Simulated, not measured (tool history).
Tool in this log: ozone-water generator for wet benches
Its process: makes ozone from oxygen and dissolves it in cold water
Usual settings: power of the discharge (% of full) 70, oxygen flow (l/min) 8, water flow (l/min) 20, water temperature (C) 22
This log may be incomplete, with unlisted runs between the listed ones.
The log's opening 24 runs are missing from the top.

| run | hour | power of the discharge (% of full) | oxygen flow (l/min) | water flow (l/min) | water temperature (C) | dissolved ozone (ppm) | ozone in the gas ahead of the water (g/m3) |
|---|---|---|---|---|---|---|---|
| 25 | 604.7 | 74 | 6.81 | 30 | 14 | 14.8 | 192.1 |
| 26 | 631 | 74 | 6.81 | 30 | 14 | 14.8 | 189.7 |
| 27 | 665.4 | 74 | 6.81 | 30 | 14 | 14.7 | 191.1 |
|  | 689.2 | water thermometer calibrated |
| 28 | 692.3 | 74 | 6.81 | 30 | 14 | 14.8 | 189.5 |
| 29 | 724.2 | 74 | 6.81 | 30 | 14 | 14.8 | 187.7 |
| 30 | 749.7 | 74 | 6.81 | 30 | 14 | 14.8 | 189.9 |
| 31 | 781.3 | 42 | 6.95 | 12 | 14 | 21.7 | 131.4 |
| 32 | 804.4 | 59 | 9.72 | 20 | 22 | 15.7 | 138 |
| 33 | 821.1 | 59 | 5.78 | 20 | 22 | 16 | 176.4 |

Here are 4 independent what-if runs from the current tool condition. What would each one return?
| A | 857.7 | 70 | 8 | 20 | 22 | ? | ? |
| B | 857.7 | 84 | 5.78 | 20 | 22 | ? | ? |
| C | 857.7 | 70 | 5.14 | 20 | 29 | ? | ? |
| D | 857.7 | 59 | 6.13 | 13 | 22 | ? | ? |

| run | dissolved ozone (ppm) | ozone in the gas ahead of the water (g/m3) |
|---|---|---|
| A | 17.7 | 168.7 |
| B | 19.9 | 220.6 |
| C | 16 | 209.4 |
| D | 22 | 171.3 |
Stripped of hidden state, with their random variation kept, the same runs would have yielded:
| run | dissolved ozone (ppm) | ozone in the gas ahead of the water (g/m3) |
|---|---|---|
| A | 18.5 | 175.7 |
| B | 20.9 | 230.8 |
| C | 16.8 | 218 |
| D | 22.9 | 177.6 |

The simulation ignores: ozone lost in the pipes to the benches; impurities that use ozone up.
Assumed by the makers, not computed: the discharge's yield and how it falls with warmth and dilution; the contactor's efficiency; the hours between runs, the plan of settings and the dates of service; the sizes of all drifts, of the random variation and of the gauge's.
